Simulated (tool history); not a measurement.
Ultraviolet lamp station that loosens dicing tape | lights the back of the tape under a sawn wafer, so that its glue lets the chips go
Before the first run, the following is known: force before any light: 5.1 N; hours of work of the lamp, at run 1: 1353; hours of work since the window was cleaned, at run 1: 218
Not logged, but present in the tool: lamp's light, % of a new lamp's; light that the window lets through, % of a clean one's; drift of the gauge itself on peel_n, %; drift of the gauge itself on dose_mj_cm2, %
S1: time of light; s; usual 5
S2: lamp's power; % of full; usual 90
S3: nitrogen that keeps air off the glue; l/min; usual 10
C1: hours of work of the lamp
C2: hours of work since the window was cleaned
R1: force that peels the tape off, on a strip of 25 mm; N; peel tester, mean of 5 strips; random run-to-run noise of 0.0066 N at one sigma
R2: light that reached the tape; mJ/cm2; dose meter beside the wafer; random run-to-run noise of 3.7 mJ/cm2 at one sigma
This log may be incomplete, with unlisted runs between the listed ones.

run,hour,S1,S2,S3,C1,C2,R1,R2
1,0,5,90,10,1353,218,0.596,337
# hour 31.4: lamp changed
2,85.1,5,90,10,31,267,0.244,551
3,164,5,77,10,77,312,0.355,461
4,220.1,5,72,10,109,345,0.42,419
5,274.5,5,72,10,141,376,0.43,411
6,333.2,5,72,10,175,410,0.434,409
7,383,5,72,10,204,439,0.468,398
8,467.9,5,72,10,253,488,0.472,385
# hour 485.8: window cleaned of glue's vapour
9,550.9,5,72,10,301,38,0.612,344
10,588.2,5,72,10,322,59,0.636,338
11,658.1,5,72,10,363,100,0.683,322
# hour 679.1: window cleaned of glue's vapour, once more
12,717.8,5,72,10,397,22,0.406,434
13,798.1,6,72,10,444,69,0.307,495
14,864.2,6,72,10,482,107,0.324,482
15,950.5,6,72,10,532,157,0.329,474
16,1033.7,6,72,10,580,206,0.345,451
17,1076,6,72,10,605,230,0.355,447
18,1150.4,6,72,10,648,273,0.384,430
19,1220.8,6,72,6,689,314,0.51,423
20,1262.5,6,72,6,713,338,0.529,411
21,1314.2,6,72,6,743,368,0.528,406
22,1381.8,4,72,8,782,407,0.977,266
23,1443.2,5,78,10,818,443,0.596,341

What does the tool deliver on the next run?
24,1496.9,3,76,12,849,474,?,?

Run 24 produced R1 1.351 N, R2 201 mJ/cm2.
Minus the tool's unlogged condition, the same run would have read R1 0.682 N, R2 315 mJ/cm2.
